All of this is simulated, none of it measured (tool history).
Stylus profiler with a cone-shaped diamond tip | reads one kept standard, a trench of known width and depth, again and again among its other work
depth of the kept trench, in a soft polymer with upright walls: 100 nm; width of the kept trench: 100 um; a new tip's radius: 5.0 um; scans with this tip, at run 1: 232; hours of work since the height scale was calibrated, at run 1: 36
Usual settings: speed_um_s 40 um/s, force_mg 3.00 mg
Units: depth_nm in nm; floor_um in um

| run | day | speed_um_s | force_mg | scans with this tip | hours of work since the height scale was calibrated | depth_nm | floor_um |
|---|---|---|---|---|---|---|---|
| 1 | 0.000 | 40 | 3.00 | 232 | 36 | 101.85 | 97.95 |
| 2 | 0.658 | 40 | 8.98 | 308 | 48 | 103.79 | 98.00 |
| 3 | 1.250 | 40 | 8.98 | 376 | 58 | 103.80 | 97.96 |
| 4 | 2.038 | 40 | 8.98 | 466 | 72 | 103.83 | 97.93 |
| 5 | 2.921 | 40 | 3.00 | 568 | 88 | 101.85 | 97.90 |
| 6 | 3.533 | 40 | 3.00 | 638 | 99 | 101.85 | 97.90 |
| 7 | 4.175 | 40 | 3.00 | 712 | 110 | 101.82 | 97.88 |
| 8 | 4.700 | 40 | 3.00 | 772 | 120 | 101.83 | 97.90 |
| 9 | 5.517 | 40 | 3.00 | 866 | 134 | 101.81 | 97.94 |
| 10 | 6.204 | 40 | 3.00 | 945 | 147 | 101.85 | 97.87 |
| 11 | 6.842 | 40 | 3.00 | 1018 | 158 | 101.84 | 97.90 |
| 12 | 7.479 | 40 | 3.00 | 1092 | 169 | 101.84 | 97.88 |
| 13 | 8.392 | 40 | 3.00 | 1196 | 186 | 101.79 | 97.86 |
|  | 8.496 | height scale calibrated on a step standard |
| 14 | 9.338 | 50 | 1.20 | 1303 | 15 | 101.01 | 97.80 |
| 15 | 10.017 | 50 | 1.20 | 1380 | 27 | 101.02 | 97.81 |
| 16 | 10.942 | 50 | 1.20 | 1487 | 44 | 100.97 | 97.80 |
| 17 | 11.875 | 15 | 3.00 | 1594 | 60 | 101.79 | 97.85 |
|  | 12.179 | height scale calibrated on a step standard, once more |
| 18 | 12.542 | 70 | 1.91 | 1668 | 7 | 101.33 | 97.77 |
| 19 | 13.225 | 70 | 1.91 | 1747 | 19 | 101.31 | 97.77 |
| 20 | 13.929 | 11 | 4.91 | 1828 | 31 | 102.51 | 97.93 |
| 21 | 14.833 | 31 | 6.01 | 1932 | 47 | 102.78 | 97.88 |
| 22 | 15.483 | 17 | 2.19 | 2006 | 59 | 101.43 | 97.86 |
| 23 | 16.300 | 17 | 2.19 | 2100 | 73 | 101.41 | 97.88 |
| 24 | 17.142 | 16 | 3.15 | 2197 | 88 | 101.82 | 97.92 |
| 25 | 17.892 | 16 | 3.15 | 2283 | 102 | 101.84 | 97.90 |

Forecast each of these 3 alternatives for the next run:
| A | 18.700 | 109 | 3.43 | 2376 | 116 | ? | ? |
| B | 18.700 | 148 | 2.67 | 2376 | 116 | ? | ? |
| C | 18.700 | 22 | 3.15 | 2376 | 116 | ? | ? |

| run | depth_nm | floor_um |
|---|---|---|
| A | 101.89 | 97.74 |
| B | 101.60 | 97.60 |
| C | 101.84 | 97.85 |
Without the tool's hidden state the same runs would have given:
| run | depth_nm | floor_um |
|---|---|---|
| A | 101.95 | 97.85 |
| B | 101.66 | 97.70 |
| C | 101.90 | 97.95 |
